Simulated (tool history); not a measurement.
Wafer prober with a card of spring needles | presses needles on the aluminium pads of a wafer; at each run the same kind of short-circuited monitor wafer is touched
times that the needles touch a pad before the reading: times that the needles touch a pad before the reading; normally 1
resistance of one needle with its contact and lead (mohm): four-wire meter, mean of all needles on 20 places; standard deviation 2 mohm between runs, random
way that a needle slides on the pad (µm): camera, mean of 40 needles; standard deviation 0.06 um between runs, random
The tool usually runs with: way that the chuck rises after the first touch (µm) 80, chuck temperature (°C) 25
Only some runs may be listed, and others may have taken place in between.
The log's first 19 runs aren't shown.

run	day	way that the chuck rises after the first touch (µm)	chuck temperature (°C)	times that the needles touch a pad before the reading	touches since the tips were cleaned	cleanings since the card got new needles	touches since the first contact's height was set	resistance of one needle with its contact and lead (mohm)	way that a needle slides on the pad (µm)
# day 20.312: tips cleaned on abrasive film
20	20.975	87	90	1	5562	25	27548	271	23.05
# day 21.3: tips cleaned on abrasive film
21	21.983	80	27	1	5753	26	36021	273	21.3
# day 22.3: tips cleaned on abrasive film
22	22.775	82	27	1	4018	27	42654	257	21.77
# day 23.312: tips cleaned on abrasive film
23	23.717	71	93	1	3392	28	50530	275	18.65
# day 24.321: tips cleaned on abrasive film
24	24.55	76	78	2	1926	29	57516	248	20.05
# day 25.4: tips cleaned on abrasive film
25	25.792	80	56	2	3318	30	67948	243	21.05
# day 26.425: tips cleaned on abrasive film
26	26.725	93	57	1	2539	31	75766	245	24.57
# day 27.429: tips cleaned on abrasive film
27	27.429	90	90	3	0	32	81641	227	23.8
28	28.246	80	108	3	6911	32	88552	255	21.16
# day 28.45: tips cleaned on abrasive film
29	29.121	80	108	3	5651	33	95857	252	21.04
# day 29.488: tips cleaned on abrasive film
30	30.079	62	44	1	5000	34	103909	302	16.26
# day 30.492: tips cleaned on abrasive film
31	30.742	62	44	1	2110	35	109445	271	16.23
32	31.442	62	44	1	8012	35	115347	327	16.22

Branching from run 32: 3 alternative next runs. What would each branch give?
# day 31.558: tips cleaned on abrasive film
A	32.321	79	51	1	6411	36	122695	?	?
# day 31.558: tips cleaned on abrasive film
B	32.321	64	30	2	6411	36	122695	?	?
# day 31.558: tips cleaned on abrasive film
C	32.321	80	25	2	6411	36	122695	?	?

run	resistance of one needle with its contact and lead (mohm)	way that a needle slides on the pad (µm)
A	283	20.75
B	268	16.72
C	255	21.01
Take away the tool's hidden state, keep each run's random variation, and the runs would have read:
run	resistance of one needle with its contact and lead (mohm)	way that a needle slides on the pad (µm)
A	221	21.04
B	214	17.01
C	216	21.3
